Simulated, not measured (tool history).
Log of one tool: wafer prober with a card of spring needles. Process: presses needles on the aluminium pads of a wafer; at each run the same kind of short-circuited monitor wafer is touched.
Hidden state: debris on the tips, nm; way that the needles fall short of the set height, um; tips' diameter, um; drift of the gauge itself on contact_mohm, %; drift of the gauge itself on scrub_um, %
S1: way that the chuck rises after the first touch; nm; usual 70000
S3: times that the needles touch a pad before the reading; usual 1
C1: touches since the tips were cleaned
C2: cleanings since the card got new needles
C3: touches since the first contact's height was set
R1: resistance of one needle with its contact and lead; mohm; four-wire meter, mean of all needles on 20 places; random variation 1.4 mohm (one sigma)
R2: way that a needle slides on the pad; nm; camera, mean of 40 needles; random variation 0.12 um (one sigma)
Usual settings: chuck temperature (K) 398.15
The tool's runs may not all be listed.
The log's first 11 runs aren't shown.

At day 3.896: tips cleaned on abrasive film.
Run 12, day 4.229: usual settings but chuck temperature (K) 308.15; C1 2287; C2 42; C3 25332. Result: R1 110 mohm, R2 12430 nm.
At day 4.479: tips cleaned on abrasive film.
Run 13, day 4.517: usual settings but chuck temperature (K) 308.15; C1 265; C2 43; C3 27272. Result: R1 111 mohm, R2 12400 nm.
Run 14, day 5.000: usual settings but chuck temperature (K) 308.15; C1 3602; C2 43; C3 30609. Result: R1 109 mohm, R2 12440 nm.
At day 5.038: tips cleaned on abrasive film.
Run 15, day 5.442: usual settings but S3 3; C1 2767; C2 44; C3 33603. Result: R1 124 mohm, R2 12360 nm.
At day 5.621: tips cleaned on abrasive film.
Run 16, day 5.717: usual settings but S3 3; C1 659; C2 45; C3 35471. Result: R1 123 mohm, R2 12360 nm.
Run 17, day 6.138: usual settings but S1 85000 nm; C1 3566; C2 45; C3 38378. Result: R1 121 mohm, R2 14980 nm.
At day 6.192: tips cleaned on abrasive film.
Run 18, day 6.488: usual settings but S1 85000 nm; C1 2050; C2 46; C3 40760. Result: R1 122 mohm, R2 15120 nm.
At day 6.771: tips cleaned on abrasive film.
Run 19, day 6.925: usual settings but S1 85000 nm; C1 1064; C2 47; C3 43729. Result: R1 121 mohm, R2 15020 nm.
Run 20, day 7.179: usual settings but S1 85000 nm, chuck temperature (K) 321.15; C1 2804; C2 47; C3 45469. Result: R1 110 mohm, R2 14980 nm.
At day 7.338: tips cleaned on abrasive film.
Run 21, day 7.662: usual settings but S1 52000 nm, chuck temperature (K) 328.15, S3 2; C1 2234; C2 48; C3 48763. Result: R1 117 mohm, R2 9310 nm.
At day 7.908: tips cleaned on abrasive film.
Run 22, day 8.092: usual settings but S1 78000 nm, chuck temperature (K) 327.15, S3 2; C1 1272; C2 49; C3 51705. Result: R1 113 mohm, R2 13670 nm.
At day 8.479: tips cleaned on abrasive film.
Run 23, day 8.492: usual settings but chuck temperature (K) 312.15, S3 3; C1 102; C2 50; C3 54429. Result: R1 110 mohm, R2 12280 nm.
Run 24, day 8.912: usual settings but chuck temperature (K) 312.15, S3 3; C1 2988; C2 50; C3 57315. Result: R1 113 mohm, R2 12400 nm.
At day 9.038: tips cleaned on abrasive film.
Run 25, day 9.146: usual settings but S1 61000 nm, chuck temperature (K) 377.15, S3 2; C1 728; C2 51; C3 58880. Result: R1 121 mohm, R2 10570 nm.
Run 26, day 9.362: usual settings but chuck temperature (K) 300.15, S3 2; C1 2213; C2 51; C3 60365. Result: R1 112 mohm, R2 12330 nm.
At day 9.617: tips cleaned on abrasive film.
Run 27, day 9.783: usual settings but S1 62000 nm, chuck temperature (K) 394.15, S3 2; C1 1156; C2 52; C3 63250. Result: R1 124 mohm, R2 11090 nm.
Run 28, day 10.046: usual settings but S1 62000 nm, chuck temperature (K) 394.15, S3 2; C1 2943; C2 52; C3 65037. Result: R1 124 mohm, R2 11080 nm.
At day 10.188: tips cleaned on abrasive film.
Run 29, day 10.417: usual settings but S1 78000 nm, chuck temperature (K) 395.15, S3 2; C1 1593; C2 53; C3 67574. Result: R1 122 mohm, R2 13930 nm.
At day 10.742: tips cleaned on abrasive film.
Run 30, day 10.812: usual settings but S1 67000 nm, chuck temperature (K) 322.15, S3 2; C1 488; C2 54; C3 70258. Result: R1 115 mohm, R2 12030 nm.
Run 31, day 11.100: usual settings but S1 54000 nm, chuck temperature (K) 318.15, S3 3; C1 2466; C2 54; C3 72236. Result: R1 115 mohm, R2 9680 nm.
At day 11.312: tips cleaned on abrasive film.
Run 32, day 11.596: usual settings but chuck temperature (K) 325.15; C1 1920; C2 55; C3 75606. Result: R1 113 mohm, R2 12450 nm.
At day 11.892: tips cleaned on abrasive film.
Run 33, day 11.904: usual settings but S1 52000 nm, chuck temperature (K) 360.15; C1 85; C2 56; C3 77699. Result: R1 123 mohm, R2 9270 nm.

4 ways to go on from here, each from the tool as it stands after run 33. What would each give?
Run A, day 12.404: usual settings but S1 80000 nm, chuck temperature (K) 357.15; C1 3546; C2 56; C3 81160. Result: R1 ?, R2 ?.
Run B, day 12.404: usual settings but S1 71000 nm, chuck temperature (K) 352.15, S3 2; C1 3546; C2 56; C3 81160. Result: R1 ?, R2 ?.
Run C, day 12.404: usual settings but S1 73000 nm; C1 3546; C2 56; C3 81160. Result: R1 ?, R2 ?.
Run D, day 12.404: usual settings but S1 68000 nm, chuck temperature (K) 331.15; C1 3546; C2 56; C3 81160. Result: R1 ?, R2 ?.

run   R1     R2
  A  114  14100
  B  118  12500
  C  124  12780
  D  114  12160
Without the tool's hidden state the same runs would have given:
run   R1     R2
  A  114  14100
  B  118  12500
  C  123  12780
  D  114  12160
